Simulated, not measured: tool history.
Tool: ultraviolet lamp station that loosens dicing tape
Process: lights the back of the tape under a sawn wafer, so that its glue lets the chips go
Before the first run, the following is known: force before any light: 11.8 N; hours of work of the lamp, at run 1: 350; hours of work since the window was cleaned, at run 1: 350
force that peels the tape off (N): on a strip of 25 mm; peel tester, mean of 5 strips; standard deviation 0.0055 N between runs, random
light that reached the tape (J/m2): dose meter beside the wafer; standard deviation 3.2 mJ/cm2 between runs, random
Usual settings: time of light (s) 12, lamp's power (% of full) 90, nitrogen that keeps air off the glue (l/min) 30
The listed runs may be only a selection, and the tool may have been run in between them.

| run | hour | time of light (s) | lamp's power (% of full) | nitrogen that keeps air off the glue (l/min) | hours of work of the lamp | hours of work since the window was cleaned | force that peels the tape off (N) | light that reached the tape (J/m2) |
|---|---|---|---|---|---|---|---|---|
| 1 | 0 | 12 | 90 | 30 | 350 | 350 | 0.205 | 4170 |
| 2 | 13.6 | 12 | 64 | 30 | 359 | 359 | 0.572 | 2930 |
| 3 | 28.4 | 12 | 64 | 30 | 368 | 368 | 0.562 | 2890 |
| 4 | 34.9 | 12 | 64 | 30 | 372 | 372 | 0.574 | 2920 |
| 5 | 41 | 12 | 64 | 30 | 376 | 376 | 0.58 | 2920 |
| 6 | 50.6 | 7 | 90 | 30 | 382 | 382 | 0.981 | 2400 |
|  | 58.7 | window cleaned of glue's vapour |
| 7 | 59.5 | 12 | 84 | 30 | 387 | 1 | 0.192 | 4030 |
| 8 | 67.2 | 12 | 84 | 30 | 392 | 5 | 0.206 | 4090 |
| 9 | 82.1 | 12 | 84 | 30 | 401 | 14 | 0.212 | 4110 |
| 10 | 95.5 | 12 | 84 | 30 | 409 | 23 | 0.208 | 4080 |
| 11 | 103.2 | 12 | 65 | 49 | 414 | 28 | 0.278 | 3150 |
| 12 | 113 | 12 | 65 | 49 | 420 | 34 | 0.284 | 3090 |
| 13 | 121.9 | 12 | 67 | 60 | 425 | 39 | 0.22 | 3270 |
| 14 | 136.4 | 12 | 99 | 60 | 434 | 48 | 0.083 | 4720 |
| 15 | 142.9 | 15 | 73 | 32 | 438 | 52 | 0.15 | 4400 |
| 16 | 155.4 | 15 | 73 | 32 | 446 | 60 | 0.148 | 4290 |
| 17 | 166.6 | 17 | 64 | 30 | 453 | 67 | 0.179 | 4260 |
| 18 | 179 | 17 | 64 | 30 | 461 | 74 | 0.174 | 4270 |

Run 19 is up next; what results do you expect?
| 19 | 191.6 | 17 | 64 | 30 | 468 | 82 | ? | ? |

force that peels the tape off (N): 0.179
light that reached the tape (J/m2): 4270
On a tool with no hidden condition, and with the same random variation, this run would have come out at force that peels the tape off (N) 0.117, light that reached the tape (J/m2) 4930.

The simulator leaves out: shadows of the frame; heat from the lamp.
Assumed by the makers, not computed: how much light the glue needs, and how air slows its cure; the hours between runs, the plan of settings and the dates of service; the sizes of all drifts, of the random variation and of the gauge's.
